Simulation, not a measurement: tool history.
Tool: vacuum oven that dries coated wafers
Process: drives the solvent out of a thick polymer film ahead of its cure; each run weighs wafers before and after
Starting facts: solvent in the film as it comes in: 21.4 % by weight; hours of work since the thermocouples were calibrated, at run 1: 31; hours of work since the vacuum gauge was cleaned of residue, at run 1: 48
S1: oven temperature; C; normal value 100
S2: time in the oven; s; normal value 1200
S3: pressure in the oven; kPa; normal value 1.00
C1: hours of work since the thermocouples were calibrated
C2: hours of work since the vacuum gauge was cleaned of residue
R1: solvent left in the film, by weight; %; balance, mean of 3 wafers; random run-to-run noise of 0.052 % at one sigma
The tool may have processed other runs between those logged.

{"run": 1, "day": 0.0, "S1": 100, "S2": 1200, "S3": 1.0, "C1": 31, "C2": 48, "R1": 1.49}
{"run": 2, "day": 0.621, "S1": 100, "S2": 1200, "S3": 2.08, "C1": 42, "C2": 59, "R1": 2.12}
{"run": 3, "day": 1.325, "S1": 100, "S2": 1200, "S3": 1.0, "C1": 54, "C2": 72, "R1": 1.44}
{"run": 4, "day": 1.825, "S1": 100, "S2": 1200, "S3": 1.0, "C1": 63, "C2": 81, "R1": 1.42}
{"run": 5, "day": 2.558, "S1": 100, "S2": 1200, "S3": 1.0, "C1": 77, "C2": 94, "R1": 1.45}
{"run": 6, "day": 3.258, "S1": 100, "S2": 600, "S3": 1.0, "C1": 89, "C2": 107, "R1": 4.22}
{"run": 7, "day": 4.025, "S1": 100, "S2": 1260, "S3": 1.0, "C1": 103, "C2": 120, "R1": 1.37}
{"run": 8, "day": 4.65, "S1": 100, "S2": 1260, "S3": 1.0, "C1": 114, "C2": 132, "R1": 1.36}
{"run": 9, "day": 5.267, "S1": 105, "S2": 1260, "S3": 1.0, "C1": 125, "C2": 143, "R1": 0.82}
{"day": 5.371, "done": "vacuum gauge cleaned of residue and calibrated"}
{"run": 10, "day": 5.921, "S1": 105, "S2": 1260, "S3": 1.0, "C1": 136, "C2": 10, "R1": 0.85}
{"run": 11, "day": 6.621, "S1": 100, "S2": 1200, "S3": 1.0, "C1": 148, "C2": 22, "R1": 1.46}
{"run": 12, "day": 7.162, "S1": 100, "S2": 1200, "S3": 1.0, "C1": 158, "C2": 32, "R1": 1.54}
{"day": 7.371, "done": "vacuum gauge cleaned of residue and calibrated, once more"}
{"run": 13, "day": 7.571, "S1": 100, "S2": 1200, "S3": 1.0, "C1": 164, "C2": 4, "R1": 1.46}
{"run": 14, "day": 8.0, "S1": 105, "S2": 1860, "S3": 3.53, "C1": 172, "C2": 11, "R1": 2.04}
{"run": 15, "day": 8.604, "S1": 105, "S2": 1860, "S3": 3.53, "C1": 183, "C2": 22, "R1": 2.0}
{"run": 16, "day": 9.0, "S1": 100, "S2": 600, "S3": 1.0, "C1": 190, "C2": 29, "R1": 4.31}
{"run": 17, "day": 9.488, "S1": 113, "S2": 900, "S3": 1.0, "C1": 199, "C2": 38, "R1": 0.56}
{"run": 18, "day": 10.042, "S1": 86, "S2": 1320, "S3": 1.96, "C1": 209, "C2": 48, "R1": 6.42}
{"run": 19, "day": 10.721, "S1": 101, "S2": 1320, "S3": 0.58, "C1": 221, "C2": 60, "R1": 0.88}
{"run": 20, "day": 11.142, "S1": 101, "S2": 1320, "S3": 0.58, "C1": 228, "C2": 68, "R1": 0.81}
{"run": 21, "day": 11.654, "S1": 100, "S2": 1200, "S3": 2.55, "C1": 238, "C2": 77, "R1": 2.48}
{"run": 22, "day": 12.321, "S1": 100, "S2": 1200, "S3": 2.46, "C1": 250, "C2": 89, "R1": 2.5}
{"run": 23, "day": 12.971, "S1": 99, "S2": 1320, "S3": 1.62, "C1": 261, "C2": 101, "R1": 1.85}
{"run": 24, "day": 13.571, "S1": 99, "S2": 1320, "S3": 1.62, "C1": 272, "C2": 111, "R1": 1.91}
{"run": 25, "day": 13.904, "S1": 100, "S2": 1440, "S3": 0.82, "C1": 278, "C2": 117, "R1": 0.97}

Run by run, hidden condition taken away, random variation retained:
What the log doesn't record here: true wafer temperature over the reading, C; true pressure over the reading, kPa; drift of the gauge itself on solvent_pct, %.
run=1 R1=1.41
run=2 R1=2.01
run=3 R1=1.34
run=4 R1=1.32
run=5 R1=1.34
run=6 R1=4.01
run=7 R1=1.26
run=8 R1=1.24
run=9 R1=0.75
run=10 R1=0.77
run=11 R1=1.31
run=12 R1=1.38
run=13 R1=1.34
run=14 R1=1.98
run=15 R1=1.93
run=16 R1=4.03
run=17 R1=0.51
run=18 R1=6.05
run=19 R1=0.76
run=20 R1=0.69
run=21 R1=2.29
run=22 R1=2.30
run=23 R1=1.66
run=24 R1=1.72
run=25 R1=0.83
